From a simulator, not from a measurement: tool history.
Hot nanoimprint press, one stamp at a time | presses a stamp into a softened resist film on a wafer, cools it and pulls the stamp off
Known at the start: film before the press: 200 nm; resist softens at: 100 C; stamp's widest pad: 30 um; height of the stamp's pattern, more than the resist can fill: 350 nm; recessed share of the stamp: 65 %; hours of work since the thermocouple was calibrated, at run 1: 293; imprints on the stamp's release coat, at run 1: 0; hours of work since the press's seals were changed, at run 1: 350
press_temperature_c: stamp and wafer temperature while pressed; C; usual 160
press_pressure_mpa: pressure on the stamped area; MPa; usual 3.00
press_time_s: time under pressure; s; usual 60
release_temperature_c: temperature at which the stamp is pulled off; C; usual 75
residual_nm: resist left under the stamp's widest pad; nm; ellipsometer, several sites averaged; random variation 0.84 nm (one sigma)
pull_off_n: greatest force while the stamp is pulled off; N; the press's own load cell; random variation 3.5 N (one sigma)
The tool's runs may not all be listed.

run	hour	press_temperature_c	press_pressure_mpa	press_time_s	release_temperature_c	hours of work since the thermocouple was calibrated	imprints on the stamp's release coat	hours of work since the press's seals were changed	residual_nm	pull_off_n
1	0.0	160	3.00	60	75	293	0	350	112.4	167
2	39.4	160	3.00	60	73	309	118	366	112.6	176
# hour 74.3: plate thermocouple calibrated
3	81.0	160	3.00	60	77	3	235	382	112.1	156
4	104.5	160	3.00	60	77	12	306	391	112.1	158
5	136.1	160	3.00	108	75	25	401	404	91.3	165
6	167.3	160	3.00	74	75	38	495	417	105.4	168
7	189.3	160	3.00	74	75	47	561	426	104.9	170
8	223.7	160	3.00	60	66	61	665	440	114.0	195
9	245.1	160	3.00	60	66	69	730	449	112.7	203
10	267.6	160	3.00	60	76	79	798	458	111.1	166
11	300.4	160	3.00	60	76	92	896	471	111.9	160
12	332.9	160	3.00	60	76	105	994	484	112.7	172
# hour 350.8: stamp cleaned and given a new release coat
13	381.0	156	3.00	57	75	122	92	501	132.0	169
14	418.3	156	3.00	57	75	137	204	517	131.7	169
15	447.7	156	3.00	57	75	149	293	529	132.5	167
16	489.2	156	3.00	57	75	166	417	545	132.4	162
17	529.0	160	4.63	37	75	182	537	562	108.2	170
18	549.0	160	3.00	50	75	191	598	570	117.2	170
19	590.6	160	3.15	50	76	207	723	587	117.5	164
20	630.5	163	3.00	60	73	224	844	603	99.1	173
21	654.5	155	3.46	75	80	233	916	613	120.0	153
# hour 699.5: stamp cleaned and given a new release coat
22	699.5	166	4.55	32	80	249	0	628	88.6	147
23	731.2	160	2.56	60	69	262	95	641	119.9	184

Forecast each of these 4 alternatives for the next run:
A	772.0	160	3.00	47	71	279	218	658	?	?
B	772.0	153	2.56	54	69	279	218	658	?	?
C	772.0	160	4.34	61	75	279	218	658	?	?
D	772.0	166	2.56	50	81	279	218	658	?	?

run	residual_nm	pull_off_n
A	120.9	176
B	155.9	193
C	94.1	171
D	101.0	152
Without the tool's hidden state the same runs would have given:
run	residual_nm	pull_off_n
A	120.5	176
B	155.6	192
C	93.8	170
D	100.8	151
